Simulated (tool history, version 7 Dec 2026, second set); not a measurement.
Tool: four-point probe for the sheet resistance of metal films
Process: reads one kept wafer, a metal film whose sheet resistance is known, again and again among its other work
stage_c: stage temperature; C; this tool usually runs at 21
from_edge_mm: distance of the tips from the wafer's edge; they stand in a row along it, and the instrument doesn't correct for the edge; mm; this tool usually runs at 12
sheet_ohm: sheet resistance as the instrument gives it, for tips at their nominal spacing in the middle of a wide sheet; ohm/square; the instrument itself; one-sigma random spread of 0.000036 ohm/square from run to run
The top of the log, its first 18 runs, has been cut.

run	hour	stage_c	from_edge_mm	touches since the probe head was changed	hours of work since the stage's thermometer was calibrated	sheet_ohm
19	307.3	21	12	10918	2855	0.178911
20	328.5	21	12	11275	2869	0.178920
21	350.9	20	12	11654	2884	0.178866
# hour 366.1: stage's thermometer calibrated
22	373.8	30	7	12032	5	0.180852
23	390.9	26	64	12321	16	0.177631
24	403.2	22	3	12528	25	0.192860
25	414.3	22	6	12716	32	0.181576
26	435.6	22	6	13075	46	0.181517
27	446.0	23	4	13251	53	0.186560
28	464.8	26	6	13567	65	0.181794
29	484.1	27	35	13893	78	0.177783
30	495.6	23	22	14087	86	0.177763
31	517.8	23	22	14463	101	0.177689
32	528.9	23	14	14649	108	0.178255
33	551.8	29	28	15036	123	0.177947
34	570.1	21	28	15346	135	0.177622
35	583.4	21	28	15570	144	0.177530
36	606.6	21	42	15961	159	0.177444
37	625.6	21	42	16282	172	0.177509
38	648.3	21	42	16665	187	0.177460
39	659.9	21	42	16862	195	0.177518
40	670.4	21	42	17039	202	0.177508
41	688.1	28	3	17338	214	0.193319
42	709.9	24	59	17706	228	0.177578

Predict each of these 3 candidate next runs independently; none follows another, all start after run 42:
A	727.4	24	37	18001	240	?
B	727.4	33	6	18001	240	?
C	727.4	19	5	18001	240	?

run	sheet_ohm
A	0.177691
B	0.182171
C	0.183245
With no hidden state in the tool, these same runs would have given:
run	sheet_ohm
A	0.178283
B	0.182777
C	0.183852
